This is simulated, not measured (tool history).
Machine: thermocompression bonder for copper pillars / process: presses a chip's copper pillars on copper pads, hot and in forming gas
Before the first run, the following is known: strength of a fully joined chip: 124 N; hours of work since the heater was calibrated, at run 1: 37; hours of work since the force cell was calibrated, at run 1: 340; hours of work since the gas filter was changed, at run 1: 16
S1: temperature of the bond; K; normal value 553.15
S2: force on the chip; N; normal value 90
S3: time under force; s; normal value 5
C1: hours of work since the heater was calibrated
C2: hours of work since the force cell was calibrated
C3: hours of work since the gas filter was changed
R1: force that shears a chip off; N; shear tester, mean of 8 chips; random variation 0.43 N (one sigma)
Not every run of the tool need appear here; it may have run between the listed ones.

run   hour      S1  S2  S3   C1   C2  C3    R1
  1      0  553.15  90   5   37  340  16  55.8
  2   12.1  553.15  90   5   43  346  22    56
  3   18.2  553.15  90   5   47  350  25  55.3
  4   31.1  553.15  90   5   53  356  32  55.3
  5   42.2  566.15  90   5   59  362  38  65.8
  6   52.8  553.15  90   9   65  368  43  67.5
  7   59.4  553.15  90   9   68  371  46    68
  8   73.2  553.15  90  11   75  378  54  71.1
  9   85.1  553.15  90  11   81  385  60  72.4
 10   96.5  553.15  90  11   87  390  66  71.3
 11    103  562.15  60   4   91  394  69  40.7
 12  112.7  570.15  68   4   96  399  74  51.2
 13  124.3  557.15  61   6  102  405  80  44.9
 14  130.4  557.15  61   6  105  408  83  44.4
 15  142.4  565.15  59   5  111  414  90  45.5

What if the next run were any one of these 4? Each begins from the tool's condition after run 15:
  A  154.8  575.15  92   8  118  421  96   ?
  B  154.8  560.15  59   5  118  421  96   ?
  C  154.8  553.15  70   5  118  421  96   ?
  D  154.8  565.15  79   5  118  421  96   ?

run    R1
  A  82.4
  B  41.9
  C  45.3
  D  57.8
Take away the tool's hidden state, keep each run's random variation, and the runs would have read:
run    R1
  A    83
  B  41.6
  C    45
  D  57.7

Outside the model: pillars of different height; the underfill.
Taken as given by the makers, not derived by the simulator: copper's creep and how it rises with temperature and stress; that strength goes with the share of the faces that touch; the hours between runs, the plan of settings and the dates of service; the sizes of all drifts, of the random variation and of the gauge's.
